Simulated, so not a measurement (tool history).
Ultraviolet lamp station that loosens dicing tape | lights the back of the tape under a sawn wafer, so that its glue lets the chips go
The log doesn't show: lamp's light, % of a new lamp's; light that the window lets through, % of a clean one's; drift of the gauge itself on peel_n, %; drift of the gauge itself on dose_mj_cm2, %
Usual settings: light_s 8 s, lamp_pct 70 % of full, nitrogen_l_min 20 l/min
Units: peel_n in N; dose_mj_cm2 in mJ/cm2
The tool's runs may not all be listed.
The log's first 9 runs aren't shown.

run     day  light_s  lamp_pct  nitrogen_l_min  hours of work of the lamp  hours of work since the window was cleaned  peel_n  dose_mj_cm2
 10  18.104        8        75              16                         61                                         563   0.284          241
      18.35  -- window cleaned of glue's vapour
 11  21.138        8        75              16                        103                                          39   0.294          234
 12  23.192        8        70              20                        132                                          68   0.293          216
 13  25.308        8        70              20                        162                                          98     0.3          213
     25.479  -- window cleaned of glue's vapour, once more
 14  27.012        8        70              20                        186                                          22   0.279          235
 15  29.446        8        70               7                        220                                          56   0.453          230
 16  32.288        8        70               7                        260                                          96   0.481          226
 17  34.258        8        95              20                        288                                         124   0.213          302
 18  36.446        8        66              17                        318                                         154   0.313          208
 19  38.629        8        71              20                        349                                         185   0.282          224
 20  40.067       12        61              24                        369                                         205   0.217          288
 21  42.404       12        61              24                        402                                         238   0.214          281
 22  44.283        7        61              20                        429                                         265   0.446          163
 23  45.754        7        61              20                        449                                         285   0.429          159
 24  47.038        8        70              32                        467                                         303   0.267          211
 25  48.421        8        70              32                        487                                         323   0.259          210
 26  51.121        8        70              32                        525                                         361   0.266          210
 27  52.858        6        98              20                        549                                         386   0.304          219
 28  54.192        5        63               6                        568                                         404   1.289          114
 29   55.95        8        90              15                        593                                         429   0.247          263
 30  57.942       14        82              36                        621                                         457   0.192          417
 31  59.796        7        82              28                        647                                         483    0.26          205
 32  61.583       14        74              31                        672                                         508   0.184          365

4 ways to go on from here, each from the tool as it stands after run 32. What would each give?
  A  63.188        8        75              20                        695                                         531       ?            ?
  B  63.188       14        77               9                        695                                         531       ?            ?
  C  63.188       14        81              31                        695                                         531       ?            ?
  D  63.188       15        70              20                        695                                         531       ?            ?

run  peel_n  dose_mj_cm2
  A   0.301          210
  B   0.222          376
  C   0.187          398
  D   0.198          365
Without the tool's hidden state the same runs would have given:
run  peel_n  dose_mj_cm2
  A   0.234          261
  B     0.2          466
  C   0.185          494
  D   0.191          453
